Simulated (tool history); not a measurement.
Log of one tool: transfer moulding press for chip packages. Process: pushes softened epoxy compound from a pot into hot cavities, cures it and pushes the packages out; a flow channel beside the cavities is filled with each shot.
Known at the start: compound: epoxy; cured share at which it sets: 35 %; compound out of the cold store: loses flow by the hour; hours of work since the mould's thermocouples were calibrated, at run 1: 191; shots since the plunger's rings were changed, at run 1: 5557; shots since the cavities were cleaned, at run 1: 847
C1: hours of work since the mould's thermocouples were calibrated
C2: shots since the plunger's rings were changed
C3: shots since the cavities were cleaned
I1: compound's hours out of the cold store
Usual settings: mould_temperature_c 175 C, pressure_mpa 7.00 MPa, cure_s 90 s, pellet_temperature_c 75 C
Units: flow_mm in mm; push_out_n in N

{"run": 1, "hour": 0.0, "mould_temperature_c": 175, "pressure_mpa": 7.0, "cure_s": 90, "pellet_temperature_c": 75, "C1": 191, "C2": 5557, "C3": 847, "I1": 38.1, "flow_mm": 627, "push_out_n": 599}
{"run": 2, "hour": 10.4, "mould_temperature_c": 175, "pressure_mpa": 7.0, "cure_s": 90, "pellet_temperature_c": 75, "C1": 198, "C2": 5711, "C3": 1001, "I1": 8.7, "flow_mm": 686, "push_out_n": 655}
{"hour": 23.7, "done": "plunger's sealing rings changed"}
{"hour": 25.2, "done": "cavities cleaned with cleaning compound and waxed"}
{"run": 3, "hour": 29.4, "mould_temperature_c": 175, "pressure_mpa": 7.0, "cure_s": 90, "pellet_temperature_c": 75, "C1": 209, "C2": 62, "C3": 62, "I1": 42.3, "flow_mm": 644, "push_out_n": 316}
{"run": 4, "hour": 36.4, "mould_temperature_c": 175, "pressure_mpa": 7.0, "cure_s": 90, "pellet_temperature_c": 75, "C1": 213, "C2": 165, "C3": 165, "I1": 39.7, "flow_mm": 654, "push_out_n": 373}
{"run": 5, "hour": 47.3, "mould_temperature_c": 175, "pressure_mpa": 7.0, "cure_s": 90, "pellet_temperature_c": 75, "C1": 221, "C2": 326, "C3": 326, "I1": 41.8, "flow_mm": 649, "push_out_n": 462}
{"run": 6, "hour": 58.4, "mould_temperature_c": 175, "pressure_mpa": 7.0, "cure_s": 90, "pellet_temperature_c": 75, "C1": 228, "C2": 490, "C3": 490, "I1": 39.6, "flow_mm": 654, "push_out_n": 499}
{"run": 7, "hour": 73.5, "mould_temperature_c": 175, "pressure_mpa": 7.0, "cure_s": 90, "pellet_temperature_c": 75, "C1": 238, "C2": 712, "C3": 712, "I1": 40.0, "flow_mm": 648, "push_out_n": 566}
{"run": 8, "hour": 89.4, "mould_temperature_c": 175, "pressure_mpa": 7.0, "cure_s": 90, "pellet_temperature_c": 75, "C1": 249, "C2": 948, "C3": 948, "I1": 37.8, "flow_mm": 650, "push_out_n": 615}
{"run": 9, "hour": 99.6, "mould_temperature_c": 175, "pressure_mpa": 7.0, "cure_s": 90, "pellet_temperature_c": 67, "C1": 256, "C2": 1098, "C3": 1098, "I1": 35.3, "flow_mm": 658, "push_out_n": 617}
{"hour": 105.4, "done": "cavities cleaned with cleaning compound and waxed"}
{"run": 10, "hour": 110.0, "mould_temperature_c": 175, "pressure_mpa": 7.0, "cure_s": 93, "pellet_temperature_c": 75, "C1": 262, "C2": 1229, "C3": 69, "I1": 24.1, "flow_mm": 681, "push_out_n": 318}
{"run": 11, "hour": 117.6, "mould_temperature_c": 173, "pressure_mpa": 7.0, "cure_s": 93, "pellet_temperature_c": 75, "C1": 267, "C2": 1342, "C3": 182, "I1": 9.5, "flow_mm": 713, "push_out_n": 444}
{"run": 12, "hour": 129.6, "mould_temperature_c": 173, "pressure_mpa": 7.0, "cure_s": 93, "pellet_temperature_c": 79, "C1": 275, "C2": 1518, "C3": 358, "I1": 32.0, "flow_mm": 667, "push_out_n": 502}
{"run": 13, "hour": 137.1, "mould_temperature_c": 175, "pressure_mpa": 7.0, "cure_s": 108, "pellet_temperature_c": 75, "C1": 280, "C2": 1630, "C3": 470, "I1": 45.6, "flow_mm": 633, "push_out_n": 394}
{"run": 14, "hour": 152.6, "mould_temperature_c": 175, "pressure_mpa": 7.0, "cure_s": 108, "pellet_temperature_c": 75, "C1": 291, "C2": 1859, "C3": 699, "I1": 29.8, "flow_mm": 663, "push_out_n": 426}
{"run": 15, "hour": 160.5, "mould_temperature_c": 175, "pressure_mpa": 6.09, "cure_s": 108, "pellet_temperature_c": 82, "C1": 296, "C2": 1975, "C3": 815, "I1": 9.5, "flow_mm": 656, "push_out_n": 472}
{"run": 16, "hour": 173.0, "mould_temperature_c": 181, "pressure_mpa": 7.0, "cure_s": 90, "pellet_temperature_c": 75, "C1": 304, "C2": 2159, "C3": 999, "I1": 13.5, "flow_mm": 679, "push_out_n": 474}
{"hour": 186.5, "done": "cavities cleaned with cleaning compound and waxed"}
{"run": 17, "hour": 186.9, "mould_temperature_c": 171, "pressure_mpa": 7.0, "cure_s": 117, "pellet_temperature_c": 76, "C1": 313, "C2": 2343, "C3": 6, "I1": 17.1, "flow_mm": 697, "push_out_n": 264}
{"run": 18, "hour": 201.8, "mould_temperature_c": 182, "pressure_mpa": 7.0, "cure_s": 117, "pellet_temperature_c": 67, "C1": 323, "C2": 2562, "C3": 225, "I1": 47.7, "flow_mm": 606, "push_out_n": 307}
{"hour": 216.1, "done": "mould's thermocouples calibrated"}
{"run": 19, "hour": 216.1, "mould_temperature_c": 182, "pressure_mpa": 7.0, "cure_s": 117, "pellet_temperature_c": 67, "C1": 0, "C2": 2743, "C3": 406, "I1": 25.5, "flow_mm": 645, "push_out_n": 337}
{"run": 20, "hour": 227.4, "mould_temperature_c": 179, "pressure_mpa": 7.57, "cure_s": 109, "pellet_temperature_c": 66, "C1": 8, "C2": 2910, "C3": 573, "I1": 8.7, "flow_mm": 709, "push_out_n": 395}
{"run": 21, "hour": 238.8, "mould_temperature_c": 179, "pressure_mpa": 7.57, "cure_s": 109, "pellet_temperature_c": 66, "C1": 15, "C2": 3078, "C3": 741, "I1": 27.9, "flow_mm": 682, "push_out_n": 423}
{"run": 22, "hour": 250.2, "mould_temperature_c": 176, "pressure_mpa": 7.57, "cure_s": 109, "pellet_temperature_c": 74, "C1": 23, "C2": 3247, "C3": 910, "I1": 38.0, "flow_mm": 664, "push_out_n": 452}
{"run": 23, "hour": 259.8, "mould_temperature_c": 176, "pressure_mpa": 7.57, "cure_s": 109, "pellet_temperature_c": 75, "C1": 29, "C2": 3389, "C3": 1052, "I1": 39.6, "flow_mm": 657, "push_out_n": 469}
{"hour": 268.5, "done": "cavities cleaned with cleaning compound and waxed"}
{"run": 24, "hour": 273.8, "mould_temperature_c": 176, "pressure_mpa": 7.57, "cure_s": 109, "pellet_temperature_c": 75, "C1": 38, "C2": 3573, "C3": 77, "I1": 37.3, "flow_mm": 665, "push_out_n": 239}
{"run": 25, "hour": 287.7, "mould_temperature_c": 172, "pressure_mpa": 7.0, "cure_s": 124, "pellet_temperature_c": 75, "C1": 47, "C2": 3779, "C3": 283, "I1": 31.2, "flow_mm": 660, "push_out_n": 331}
{"run": 26, "hour": 297.7, "mould_temperature_c": 171, "pressure_mpa": 7.0, "cure_s": 82, "pellet_temperature_c": 67, "C1": 54, "C2": 3926, "C3": 430, "I1": 23.8, "flow_mm": 680, "push_out_n": 836}
{"run": 27, "hour": 304.4, "mould_temperature_c": 177, "pressure_mpa": 7.0, "cure_s": 90, "pellet_temperature_c": 75, "C1": 59, "C2": 4026, "C3": 530, "I1": 15.7, "flow_mm": 674, "push_out_n": 483}
{"run": 28, "hour": 315.8, "mould_temperature_c": 180, "pressure_mpa": 7.0, "cure_s": 78, "pellet_temperature_c": 75, "C1": 66, "C2": 4194, "C3": 698, "I1": 20.0, "flow_mm": 653, "push_out_n": 563}

How the hidden state differs across the entries between the runs, from the last listed run before each to the first after it:
Between runs 2 and 3: plunger's sealing rings changed (hour 23.7); cavities cleaned with cleaning compound and waxed (hour 25.2)
  true mould temperature over the reading, C: 0.11 -> 0.12; pressure that reaches the compound, % of what is set: 90.56 -> 99.69; grip of the stained cavities, % over clean ones': 115.5 -> 14.5
  measured less the result without the state, flow_mm: -36 -> -1 mm; push_out_n: +349 -> +39 N
Between runs 9 and 10: cavities cleaned with cleaning compound and waxed (hour 105.4)
  pressure that reaches the compound, % of what is set: 98.02 -> 97.79; grip of the stained cavities, % over clean ones': 115 -> 16
  measured less the result without the state, flow_mm: -8 -> -8 mm; push_out_n: +326 -> +42 N
Between runs 16 and 17: cavities cleaned with cleaning compound and waxed (hour 186.5)
  true mould temperature over the reading, C: 0.2 -> 0.21; pressure that reaches the compound, % of what is set: 96.32 -> 96.01; grip of the stained cavities, % over clean ones': 110.2 -> 2.1
  measured less the result without the state, flow_mm: -13 -> -15 mm; push_out_n: +245 -> +3 N
Between runs 18 and 19: mould's thermocouples calibrated (hour 216.1)
  true mould temperature over the reading, C: 0.22 -> 0.03; pressure that reaches the compound, % of what is set: 95.68 -> 95.38; grip of the stained cavities, % over clean ones': 44.4 -> 68.7
  measured less the result without the state, flow_mm: -14 -> -16 mm; push_out_n: +93 -> +140 N
Between runs 23 and 24: cavities cleaned with cleaning compound and waxed (hour 268.5)
  true mould temperature over the reading, C: 0.05 -> 0.06; pressure that reaches the compound, % of what is set: 94.29 -> 94.01; grip of the stained cavities, % over clean ones': 113.1 -> 17.1
  measured less the result without the state, flow_mm: -20 -> -21 mm; push_out_n: +246 -> +35 N
